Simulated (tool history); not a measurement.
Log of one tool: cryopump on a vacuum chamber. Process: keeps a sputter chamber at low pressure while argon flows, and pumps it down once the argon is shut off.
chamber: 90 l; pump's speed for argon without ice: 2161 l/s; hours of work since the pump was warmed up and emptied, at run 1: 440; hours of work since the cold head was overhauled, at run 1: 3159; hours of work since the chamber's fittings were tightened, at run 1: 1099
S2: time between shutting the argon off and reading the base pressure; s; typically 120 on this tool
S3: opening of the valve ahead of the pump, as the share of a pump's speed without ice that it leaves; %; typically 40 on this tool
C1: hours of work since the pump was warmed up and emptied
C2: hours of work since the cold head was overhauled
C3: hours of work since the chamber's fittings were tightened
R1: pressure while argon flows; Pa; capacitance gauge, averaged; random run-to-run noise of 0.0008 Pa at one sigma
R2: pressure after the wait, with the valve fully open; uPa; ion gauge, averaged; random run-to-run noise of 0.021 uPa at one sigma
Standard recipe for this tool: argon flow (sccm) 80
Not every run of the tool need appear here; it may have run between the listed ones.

{"run": 1, "hour": 0.0, "argon flow (sccm)": 80, "S2": 120, "S3": 40, "C1": 440, "C2": 3159, "C3": 1099, "R1": 0.1709, "R2": 2.19}
{"run": 2, "hour": 92.9, "argon flow (sccm)": 80, "S2": 120, "S3": 26, "C1": 513, "C2": 3232, "C3": 1172, "R1": 0.2586, "R2": 2.34}
{"run": 3, "hour": 150.4, "argon flow (sccm)": 80, "S2": 120, "S3": 40, "C1": 558, "C2": 3277, "C3": 1217, "R1": 0.1777, "R2": 2.43}
{"hour": 202.8, "done": "leaking fittings of the chamber tightened, without venting"}
{"run": 4, "hour": 215.0, "argon flow (sccm)": 80, "S2": 120, "S3": 40, "C1": 607, "C2": 3326, "C3": 10, "R1": 0.1788, "R2": 0.58}
{"hour": 262.5, "done": "pump warmed up, emptied and cooled again"}
{"run": 5, "hour": 313.3, "argon flow (sccm)": 80, "S2": 72, "S3": 40, "C1": 40, "C2": 3400, "C3": 83, "R1": 0.1612, "R2": 0.89}
{"run": 6, "hour": 405.9, "argon flow (sccm)": 80, "S2": 72, "S3": 40, "C1": 113, "C2": 3472, "C3": 155, "R1": 0.1619, "R2": 0.99}
{"run": 7, "hour": 457.2, "argon flow (sccm)": 80, "S2": 24, "S3": 40, "C1": 153, "C2": 3513, "C3": 196, "R1": 0.164, "R2": 2.31}
{"run": 8, "hour": 532.3, "argon flow (sccm)": 80, "S2": 46, "S3": 40, "C1": 212, "C2": 3571, "C3": 255, "R1": 0.1668, "R2": 1.52}
{"run": 9, "hour": 604.4, "argon flow (sccm)": 80, "S2": 46, "S3": 40, "C1": 268, "C2": 3628, "C3": 311, "R1": 0.1663, "R2": 1.57}
{"run": 10, "hour": 684.1, "argon flow (sccm)": 80, "S2": 46, "S3": 40, "C1": 331, "C2": 3691, "C3": 374, "R1": 0.1697, "R2": 1.75}
{"run": 11, "hour": 786.2, "argon flow (sccm)": 80, "S2": 46, "S3": 40, "C1": 411, "C2": 3771, "C3": 454, "R1": 0.173, "R2": 1.84}
{"run": 12, "hour": 897.5, "argon flow (sccm)": 80, "S2": 46, "S3": 40, "C1": 498, "C2": 3858, "C3": 541, "R1": 0.1761, "R2": 1.97}
{"run": 13, "hour": 1012.3, "argon flow (sccm)": 80, "S2": 46, "S3": 40, "C1": 588, "C2": 3948, "C3": 631, "R1": 0.1808, "R2": 2.27}
{"hour": 1086.5, "done": "pump warmed up, emptied and cooled again"}
{"run": 14, "hour": 1101.3, "argon flow (sccm)": 125, "S2": 47, "S3": 18, "C1": 12, "C2": 4014, "C3": 697, "R1": 0.5543, "R2": 1.99}
{"run": 15, "hour": 1209.3, "argon flow (sccm)": 125, "S2": 47, "S3": 18, "C1": 96, "C2": 4099, "C3": 782, "R1": 0.5562, "R2": 2.19}
{"run": 16, "hour": 1261.4, "argon flow (sccm)": 125, "S2": 47, "S3": 18, "C1": 137, "C2": 4140, "C3": 823, "R1": 0.5532, "R2": 2.18}
{"run": 17, "hour": 1335.4, "argon flow (sccm)": 42, "S2": 47, "S3": 24, "C1": 195, "C2": 4198, "C3": 881, "R1": 0.1414, "R2": 2.36}
{"run": 18, "hour": 1391.8, "argon flow (sccm)": 42, "S2": 107, "S3": 24, "C1": 240, "C2": 4242, "C3": 925, "R1": 0.1439, "R2": 1.93}
{"run": 19, "hour": 1488.4, "argon flow (sccm)": 42, "S2": 107, "S3": 24, "C1": 315, "C2": 4318, "C3": 1001, "R1": 0.1447, "R2": 2.06}
{"run": 20, "hour": 1554.9, "argon flow (sccm)": 42, "S2": 107, "S3": 24, "C1": 368, "C2": 4370, "C3": 1053, "R1": 0.1452, "R2": 2.18}
{"run": 21, "hour": 1658.6, "argon flow (sccm)": 42, "S2": 63, "S3": 26, "C1": 449, "C2": 4452, "C3": 1135, "R1": 0.1373, "R2": 2.76}
{"run": 22, "hour": 1740.3, "argon flow (sccm)": 40, "S2": 35, "S3": 26, "C1": 513, "C2": 4516, "C3": 1199, "R1": 0.1321, "R2": 3.45}
{"run": 23, "hour": 1802.7, "argon flow (sccm)": 40, "S2": 71, "S3": 26, "C1": 562, "C2": 4565, "C3": 1248, "R1": 0.1331, "R2": 2.92}
{"hour": 1814.4, "done": "leaking fittings of the chamber tightened, without venting"}
{"hour": 1911.5, "done": "pump warmed up, emptied and cooled again"}
{"run": 24, "hour": 1916.1, "argon flow (sccm)": 58, "S2": 263, "S3": 16, "C1": 4, "C2": 4648, "C3": 76, "R1": 0.2902, "R2": 0.44}
{"run": 25, "hour": 2002.9, "argon flow (sccm)": 80, "S2": 85, "S3": 22, "C1": 72, "C2": 4716, "C3": 144, "R1": 0.2928, "R2": 0.9}

Table of differences, measured result less the result of that run with no hidden state. Run-to-run variation is the same in both. Gauge scatter possibly is not:
Hidden conditions of the tool in this case: pump's speed, % of a pump's without ice; cold plate's temperature, K; leak into the chamber, uPa l/s; drift of the gauge itself on working_pa, %; drift of the gauge itself on base_upa, %.
run=1 R1=+0.0152 R2=+1.70
run=2 R1=+0.0182 R2=+1.83
run=3 R1=+0.0200 R2=+1.94
run=4 R1=+0.0221 R2=+0.08
run=5 R1=+0.0047 R2=+0.13
run=6 R1=+0.0068 R2=+0.24
run=7 R1=+0.0081 R2=+0.30
run=8 R1=+0.0098 R2=+0.39
run=9 R1=+0.0117 R2=+0.48
run=10 R1=+0.0139 R2=+0.60
run=11 R1=+0.0169 R2=+0.75
run=12 R1=+0.0203 R2=+0.93
run=13 R1=+0.0241 R2=+1.16
run=14 R1=+0.0074 R2=+0.92
run=15 R1=+0.0107 R2=+1.08
run=16 R1=+0.0126 R2=+1.13
run=17 R1=+0.0052 R2=+1.29
run=18 R1=+0.0061 R2=+1.36
run=19 R1=+0.0073 R2=+1.51
run=20 R1=+0.0082 R2=+1.63
run=21 R1=+0.0099 R2=+1.86
run=22 R1=+0.0108 R2=+2.02
run=23 R1=+0.0119 R2=+2.13
run=24 R1=+0.0037 R2=+0.13
run=25 R1=+0.0070 R2=+0.22
